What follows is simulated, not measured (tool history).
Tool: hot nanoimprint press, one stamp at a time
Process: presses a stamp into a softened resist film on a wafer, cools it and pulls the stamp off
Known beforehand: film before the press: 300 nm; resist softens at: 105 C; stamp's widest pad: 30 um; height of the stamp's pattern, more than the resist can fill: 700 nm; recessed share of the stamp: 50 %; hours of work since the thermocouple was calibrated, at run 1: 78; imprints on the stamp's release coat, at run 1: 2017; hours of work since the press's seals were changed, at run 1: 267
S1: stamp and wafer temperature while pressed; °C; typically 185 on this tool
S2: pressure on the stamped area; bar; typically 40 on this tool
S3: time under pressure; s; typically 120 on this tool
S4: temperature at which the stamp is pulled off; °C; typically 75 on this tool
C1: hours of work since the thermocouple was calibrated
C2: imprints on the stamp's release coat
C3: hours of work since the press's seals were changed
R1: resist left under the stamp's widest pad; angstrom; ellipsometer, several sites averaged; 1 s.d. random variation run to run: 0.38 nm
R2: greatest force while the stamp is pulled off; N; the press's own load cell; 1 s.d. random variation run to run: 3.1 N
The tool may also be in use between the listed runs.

| run | hour | S1 | S2 | S3 | S4 | C1 | C2 | C3 | R1 | R2 |
|---|---|---|---|---|---|---|---|---|---|---|
| 1 | 0 | 185 | 40 | 120 | 75 | 78 | 2017 | 267 | 1735 | 266 |
|  | 17.4 | stamp cleaned and given a new release coat |
| 2 | 38.9 | 185 | 40 | 120 | 75 | 104 | 82 | 293 | 1735 | 151 |
| 3 | 61.7 | 192 | 40 | 120 | 75 | 122 | 170 | 311 | 1510 | 154 |
| 4 | 92 | 192 | 30.2 | 120 | 75 | 146 | 287 | 335 | 1729 | 160 |
| 5 | 121.7 | 185 | 40 | 120 | 75 | 169 | 401 | 358 | 1750 | 166 |
| 6 | 145 | 189 | 55.7 | 84 | 71 | 188 | 491 | 376 | 1548 | 172 |
| 7 | 176 | 173 | 40 | 120 | 73 | 212 | 610 | 401 | 2210 | 186 |
| 8 | 191.9 | 173 | 40 | 120 | 73 | 224 | 671 | 413 | 2201 | 184 |
| 9 | 217 | 173 | 40 | 156 | 63 | 244 | 768 | 433 | 2077 | 194 |
| 10 | 239.6 | 173 | 40 | 156 | 63 | 262 | 854 | 451 | 2086 | 197 |

What if the next run were any one of these 3? Each begins from the tool's condition after run 10:
| A | 264.6 | 195 | 40 | 206 | 79 | 282 | 951 | 470 | ? | ? |
| B | 264.6 | 185 | 40 | 120 | 77 | 282 | 951 | 470 | ? | ? |
| C | 264.6 | 173 | 40 | 175 | 63 | 282 | 951 | 470 | ? | ? |

| run | R1 | R2 |
|---|---|---|
| A | 1194 | 194 |
| B | 1755 | 196 |
| C | 2028 | 213 |
The same runs, with their run-to-run variation unchanged, on a tool lacking any hidden condition would have given:
| run | R1 | R2 |
|---|---|---|
| A | 1168 | 145 |
| B | 1721 | 147 |
| C | 1991 | 159 |
